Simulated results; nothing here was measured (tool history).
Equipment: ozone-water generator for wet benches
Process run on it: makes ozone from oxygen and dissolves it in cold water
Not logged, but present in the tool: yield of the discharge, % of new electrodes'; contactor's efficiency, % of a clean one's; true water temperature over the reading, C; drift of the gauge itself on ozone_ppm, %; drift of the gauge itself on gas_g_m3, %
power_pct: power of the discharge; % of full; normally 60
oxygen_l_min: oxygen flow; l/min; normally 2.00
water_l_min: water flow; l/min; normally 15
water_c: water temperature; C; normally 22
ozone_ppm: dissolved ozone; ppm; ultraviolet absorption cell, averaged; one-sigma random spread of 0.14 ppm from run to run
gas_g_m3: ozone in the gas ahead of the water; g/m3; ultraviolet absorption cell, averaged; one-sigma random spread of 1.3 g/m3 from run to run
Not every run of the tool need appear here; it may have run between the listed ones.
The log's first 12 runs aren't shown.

| run | hour | power_pct | oxygen_l_min | water_l_min | water_c | hours of work since the electrodes were changed | hours of work since the contactor was cleaned | hours of work since the thermometer was calibrated | ozone_ppm | gas_g_m3 |
|---|---|---|---|---|---|---|---|---|---|---|
| 13 | 803.4 | 60 | 2.00 | 15 | 22 | 2400 | 794 | 1854 | 16.2 | 249.9 |
| 14 | 857.3 | 60 | 2.00 | 15 | 22 | 2450 | 845 | 1905 | 16.4 | 251.2 |
| 15 | 898.1 | 60 | 2.00 | 15 | 22 | 2489 | 884 | 1943 | 16.4 | 249.7 |
| 16 | 979.4 | 60 | 2.00 | 15 | 22 | 2565 | 960 | 2020 | 16.4 | 253.2 |
| 17 | 1042.6 | 60 | 2.15 | 10 | 30 | 2625 | 1020 | 2079 | 20.7 | 242.5 |
| 18 | 1123.6 | 60 | 1.28 | 13 | 22 | 2701 | 1096 | 2155 | 16.0 | 297.0 |
| 19 | 1181.3 | 60 | 1.28 | 13 | 22 | 2756 | 1150 | 2210 | 16.1 | 296.4 |
| 20 | 1232.3 | 58 | 1.09 | 16 | 21 | 2804 | 1198 | 2258 | 12.1 | 309.5 |
|  | 1272.3 | gauge calibrated |
| 21 | 1319.5 | 58 | 1.09 | 16 | 21 | 2886 | 1281 | 2340 | 12.0 | 305.9 |
| 22 | 1377.7 | 46 | 1.09 | 16 | 21 | 2941 | 1335 | 2395 | 10.3 | 258.4 |

What does the tool deliver on the next run?
| 23 | 1460.7 | 46 | 1.09 | 16 | 23 | 3019 | 1414 | 2473 | ? | ? |

ozone_ppm: 10.3 ppm
gas_g_m3: 255.6 g/m3
With the hidden condition absent and the run-to-run variation left alone, this run would have shown ozone_ppm 10.3 ppm, gas_g_m3 254.8 g/m3.
